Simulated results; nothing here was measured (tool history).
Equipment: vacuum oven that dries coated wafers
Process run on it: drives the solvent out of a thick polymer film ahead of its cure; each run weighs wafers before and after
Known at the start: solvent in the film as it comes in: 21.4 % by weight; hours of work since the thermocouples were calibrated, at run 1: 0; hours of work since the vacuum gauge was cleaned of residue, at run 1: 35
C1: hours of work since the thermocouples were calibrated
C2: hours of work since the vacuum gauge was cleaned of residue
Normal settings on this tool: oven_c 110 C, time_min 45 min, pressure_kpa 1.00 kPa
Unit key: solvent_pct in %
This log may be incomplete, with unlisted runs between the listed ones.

Run 1, hour 0.0: usual settings; C1 0; C2 35. Result: solvent_pct 1.86 %.
Run 2, hour 8.8: usual settings; C1 7; C2 42. Result: solvent_pct 1.86 %.
Run 3, hour 16.3: usual settings; C1 13; C2 48. Result: solvent_pct 1.80 %.
Run 4, hour 22.3: usual settings; C1 17; C2 53. Result: solvent_pct 1.84 %.
Run 5, hour 28.8: usual settings but oven_c 106 C; C1 23; C2 58. Result: solvent_pct 2.66 %.
Run 6, hour 36.2: usual settings; C1 28; C2 64. Result: solvent_pct 1.88 %.
Run 7, hour 49.1: usual settings; C1 38; C2 74. Result: solvent_pct 1.85 %.
Run 8, hour 56.9: usual settings; C1 44; C2 80. Result: solvent_pct 1.84 %.
Run 9, hour 67.6: usual settings; C1 53; C2 88. Result: solvent_pct 1.84 %.
Run 10, hour 79.0: usual settings; C1 61; C2 97. Result: solvent_pct 1.85 %.
Run 11, hour 91.7: usual settings; C1 71; C2 107. Result: solvent_pct 1.88 %.
Run 12, hour 98.5: usual settings but time_min 69 min; C1 77; C2 112. Result: solvent_pct 0.72 %.
Run 13, hour 106.4: usual settings but pressure_kpa 1.79 kPa; C1 83; C2 118. Result: solvent_pct 2.11 %.
Run 14, hour 115.3: usual settings but pressure_kpa 1.79 kPa; C1 90; C2 125. Result: solvent_pct 2.07 %.
Run 15, hour 128.2: usual settings but oven_c 117 C, pressure_kpa 1.79 kPa; C1 100; C2 135. Result: solvent_pct 1.08 %.
Run 16, hour 136.2: usual settings but oven_c 120 C; C1 106; C2 141. Result: solvent_pct 0.63 %.
Run 17, hour 143.8: usual settings but oven_c 120 C; C1 112; C2 147. Result: solvent_pct 0.64 %.
Run 18, hour 153.4: usual settings but time_min 25 min; C1 119; C2 155. Result: solvent_pct 4.78 %.
Run 19, hour 167.2: usual settings but time_min 25 min; C1 130; C2 165. Result: solvent_pct 4.72 %.
Run 20, hour 179.7: usual settings but time_min 35 min; C1 140; C2 175. Result: solvent_pct 2.92 %.
Run 21, hour 188.7: usual settings but time_min 35 min; C1 147; C2 182. Result: solvent_pct 2.87 %.
At hour 191.5: oven's thermocouples calibrated.
Run 22, hour 201.7: usual settings but time_min 35 min, pressure_kpa 2.14 kPa; C1 8; C2 190. Result: solvent_pct 3.25 %.
Run 23, hour 211.8: usual settings but time_min 35 min, pressure_kpa 2.14 kPa; C1 16; C2 198. Result: solvent_pct 3.26 %.
Run 24, hour 225.4: usual settings but time_min 35 min, pressure_kpa 2.14 kPa; C1 26; C2 209. Result: solvent_pct 3.23 %.
Run 25, hour 235.8: usual settings but oven_c 111 C, time_min 80 min, pressure_kpa 1.09 kPa; C1 34; C2 217. Result: solvent_pct 0.55 %.
Run 26, hour 243.6: usual settings but oven_c 119 C, time_min 71 min, pressure_kpa 0.70 kPa; C1 40; C2 223. Result: solvent_pct 0.24 %.
At hour 250.3: oven's thermocouples calibrated, once more.
Run 27, hour 252.3: usual settings but time_min 36 min, pressure_kpa 2.15 kPa; C1 2; C2 228. Result: solvent_pct 3.16 %.
Run 28, hour 265.4: usual settings but time_min 36 min, pressure_kpa 2.15 kPa; C1 12; C2 238. Result: solvent_pct 3.13 %.
Run 29, hour 278.8: usual settings but time_min 49 min; C1 22; C2 249. Result: solvent_pct 1.58 %.
Run 30, hour 287.3: usual settings but oven_c 104 C, time_min 47 min, pressure_kpa 1.62 kPa; C1 29; C2 255. Result: solvent_pct 3.15 %.
Run 31, hour 298.7: usual settings but oven_c 121 C, time_min 48 min, pressure_kpa 0.70 kPa; C1 38; C2 264. Result: solvent_pct 0.42 %.
Run 32, hour 306.6: usual settings but oven_c 98 C, time_min 81 min; C1 44; C2 270. Result: solvent_pct 1.93 %.
Run 33, hour 317.9: usual settings but oven_c 98 C, time_min 81 min; C1 53; C2 279. Result: solvent_pct 1.89 %.
Run 34, hour 325.5: usual settings but oven_c 98 C, time_min 81 min; C1 58; C2 285. Result: solvent_pct 1.98 %.
Run 35, hour 336.7: usual settings but time_min 62 min, pressure_kpa 1.85 kPa; C1 67; C2 294. Result: solvent_pct 1.21 %.
Run 36, hour 345.9: usual settings but oven_c 121 C, time_min 26 min, pressure_kpa 1.85 kPa; C1 74; C2 301. Result: solvent_pct 2.18 %.
Run 37, hour 354.6: usual settings but oven_c 116 C, time_min 26 min, pressure_kpa 1.60 kPa; C1 81; C2 308. Result: solvent_pct 3.18 %.
Run 38, hour 366.9: usual settings but oven_c 100 C, time_min 57 min, pressure_kpa 1.68 kPa; C1 91; C2 317. Result: solvent_pct 3.28 %.
Run 39, hour 373.0: usual settings but oven_c 108 C, time_min 59 min; C1 95; C2 322. Result: solvent_pct 1.32 %.
Run 40, hour 379.5: usual settings but oven_c 108 C, time_min 59 min; C1 100; C2 327. Result: solvent_pct 1.32 %.
Run 41, hour 388.8: usual settings but oven_c 108 C, time_min 59 min; C1 108; C2 334. Result: solvent_pct 1.31 %.
Run 42, hour 396.6: usual settings but oven_c 121 C, time_min 34 min; C1 114; C2 340. Result: solvent_pct 1.08 %.
Run 43, hour 403.6: usual settings but oven_c 104 C, time_min 34 min, pressure_kpa 0.59 kPa; C1 119; C2 346. Result: solvent_pct 4.52 %.
Run 44, hour 415.2: usual settings but oven_c 105 C, time_min 65 min, pressure_kpa 3.65 kPa; C1 128; C2 355. Result: solvent_pct 2.41 %.
Run 45, hour 425.0: usual settings but oven_c 105 C, time_min 54 min, pressure_kpa 2.37 kPa; C1 136; C2 362. Result: solvent_pct 2.53 %.
Run 46, hour 435.2: usual settings but time_min 44 min; C1 144; C2 370. Result: solvent_pct 1.91 %.
Run 47, hour 448.8: usual settings but oven_c 119 C, pressure_kpa 1.66 kPa; C1 154; C2 381. Result: solvent_pct 0.85 %.

Branching from run 47: 3 alternative next runs. What would each branch give?
Run A, hour 462.1: usual settings but oven_c 102 C, time_min 28 min, pressure_kpa 3.50 kPa; C1 164; C2 391. Result: solvent_pct ?.
Run B, hour 462.1: usual settings but oven_c 125 C, time_min 64 min, pressure_kpa 2.32 kPa; C1 164; C2 391. Result: solvent_pct ?.
Run C, hour 462.1: usual settings but oven_c 116 C, time_min 74 min, pressure_kpa 1.48 kPa; C1 164; C2 391. Result: solvent_pct ?.

run  solvent_pct
  A         7.22
  B         0.51
  C         0.53
With no hidden state in the tool, these same runs would have given:
run  solvent_pct
  A         7.26
  B         0.51
  C         0.52
